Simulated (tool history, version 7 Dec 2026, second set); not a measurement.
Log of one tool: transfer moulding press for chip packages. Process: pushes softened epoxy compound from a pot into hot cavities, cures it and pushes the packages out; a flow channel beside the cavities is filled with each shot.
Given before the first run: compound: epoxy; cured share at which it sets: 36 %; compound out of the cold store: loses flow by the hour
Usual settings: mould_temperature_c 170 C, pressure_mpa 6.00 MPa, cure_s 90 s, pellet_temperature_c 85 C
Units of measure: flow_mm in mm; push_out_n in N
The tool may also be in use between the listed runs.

run,hour,mould_temperature_c,pressure_mpa,cure_s,pellet_temperature_c,incoming compound's hours out of the cold store,flow_mm,push_out_n
1,0.0,170,6.00,90,85,45.3,602,608
2,28.8,170,6.00,90,85,43.5,608,490
3,52.4,170,6.00,90,85,40.6,612,583
4,79.7,170,6.00,90,85,44.1,599,617
5,111.8,170,6.00,90,85,22.9,647,465
6,133.8,170,6.00,90,85,9.1,696,556
7,169.1,170,6.00,90,85,34.9,612,591
8,191.4,170,6.00,90,85,33.3,607,412
9,213.7,170,6.00,90,85,21.9,640,522
10,237.3,170,6.00,90,85,25.0,659,592
11,262.9,170,6.00,90,85,44.0,616,272
12,298.8,170,6.00,90,85,36.2,631,526
13,319.1,170,6.00,90,85,10.8,701,605
14,341.7,170,6.00,90,85,32.7,636,610
15,371.7,162,6.81,76,85,44.4,644,1041
16,390.4,170,6.00,99,85,45.8,589,489
17,414.3,170,6.00,99,85,15.4,673,548
18,440.0,170,6.00,99,85,22.0,648,322
19,469.3,170,6.00,99,85,24.5,644,468
20,497.0,170,6.00,99,84,31.1,621,539
21,533.1,170,7.03,95,84,21.8,741,370
22,551.5,168,6.00,90,85,20.8,685,561
23,573.7,172,6.88,120,90,9.9,766,455
24,603.1,175,7.45,79,84,39.9,675,607
25,637.5,168,4.94,79,77,32.4,594,741
26,653.1,178,6.00,107,85,34.1,612,434
27,686.9,173,5.10,111,93,20.7,603,503
28,707.0,171,7.44,94,77,11.0,776,409

Withheld: 12 entries from between the runs. Position of each, and hidden state at the listed run before versus the listed run after:
From run 1 to run 2: cavities cleaned with cleaning compound and waxed (hour 3.6)
  true mould temperature over the reading, C: -1.57 -> -1.62; pressure that reaches the compound, % of what is set: 96.49 -> 95.18; grip of the stained cavities, % over clean ones': 123.2 -> 74.4
  the result without the hidden state subtracted from the measured one, flow_mm: -7 -> -12 mm; push_out_n: +351 -> +226 N
From run 4 to run 5: cavities cleaned with cleaning compound and waxed (hour 87.5); mould's thermocouples calibrated (hour 108.8)
  true mould temperature over the reading, C: -1.69 -> -0.03; pressure that reaches the compound, % of what is set: 92.9 -> 91.5; grip of the stained cavities, % over clean ones': 119.7 -> 66
  the result without the hidden state subtracted from the measured one, flow_mm: -18 -> -29 mm; push_out_n: +359 -> +188 N
From run 7 to run 8: cavities cleaned with cleaning compound and waxed (hour 174.7)
  true mould temperature over the reading, C: -0.12 -> -0.15; pressure that reaches the compound, % of what is set: 88.95 -> 88.02; grip of the stained cavities, % over clean ones': 121.5 -> 51
  the result without the hidden state subtracted from the measured one, flow_mm: -37 -> -40 mm; push_out_n: +329 -> +142 N
From run 9 to run 10: plunger's sealing rings changed (hour 229.1)
  true mould temperature over the reading, C: -0.18 -> -0.22; pressure that reaches the compound, % of what is set: 87 -> 99.17; grip of the stained cavities, % over clean ones': 89.6 -> 110.7
  the result without the hidden state subtracted from the measured one, flow_mm: -45 -> -2 mm; push_out_n: +251 -> +314 N
From run 10 to run 11: cavities cleaned with cleaning compound and waxed (hour 262.7)
  true mould temperature over the reading, C: -0.22 -> -0.26; pressure that reaches the compound, % of what is set: 99.17 -> 98.03; grip of the stained cavities, % over clean ones': 110.7 -> 5.3
  the result without the hidden state subtracted from the measured one, flow_mm: -2 -> -5 mm; push_out_n: +314 -> +16 N
From run 14 to run 15: cavities cleaned with cleaning compound and waxed (hour 347.0)
  true mould temperature over the reading, C: -0.38 -> -0.42; pressure that reaches the compound, % of what is set: 94.43 -> 93.2; grip of the stained cavities, % over clean ones': 121.6 -> 72.8
  the result without the hidden state subtracted from the measured one, flow_mm: -17 -> -22 mm; push_out_n: +341 -> +454 N
From run 17 to run 18: cavities cleaned with cleaning compound and waxed (hour 433.1)
  true mould temperature over the reading, C: -0.48 -> -0.52; pressure that reaches the compound, % of what is set: 91.23 -> 90.08; grip of the stained cavities, % over clean ones': 117.6 -> 27
  the result without the hidden state subtracted from the measured one, flow_mm: -30 -> -33 mm; push_out_n: +301 -> +72 N
From run 20 to run 21: plunger's sealing rings changed (hour 516.8); cavities cleaned with cleaning compound and waxed (hour 521.5)
  true mould temperature over the reading, C: -0.61 -> -0.66; pressure that reaches the compound, % of what is set: 87.52 -> 99.3; grip of the stained cavities, % over clean ones': 115.2 -> 35.8
  the result without the hidden state subtracted from the measured one, flow_mm: -41 -> -1 mm; push_out_n: +294 -> +101 N
From run 24 to run 25: cavities cleaned with cleaning compound and waxed (hour 606.6)
  true mould temperature over the reading, C: -0.77 -> -0.82; pressure that reaches the compound, % of what is set: 96.01 -> 94.6; grip of the stained cavities, % over clean ones': 122.1 -> 80.1
  the result without the hidden state subtracted from the measured one, flow_mm: -12 -> -14 mm; push_out_n: +344 -> +350 N
From run 27 to run 28: cavities cleaned with cleaning compound and waxed (hour 691.6)
  true mould temperature over the reading, C: -0.9 -> -0.93; pressure that reaches the compound, % of what is set: 92.36 -> 91.53; grip of the stained cavities, % over clean ones': 123.3 -> 49.4
  the result without the hidden state subtracted from the measured one, flow_mm: -22 -> -32 mm; push_out_n: +278 -> +146 N

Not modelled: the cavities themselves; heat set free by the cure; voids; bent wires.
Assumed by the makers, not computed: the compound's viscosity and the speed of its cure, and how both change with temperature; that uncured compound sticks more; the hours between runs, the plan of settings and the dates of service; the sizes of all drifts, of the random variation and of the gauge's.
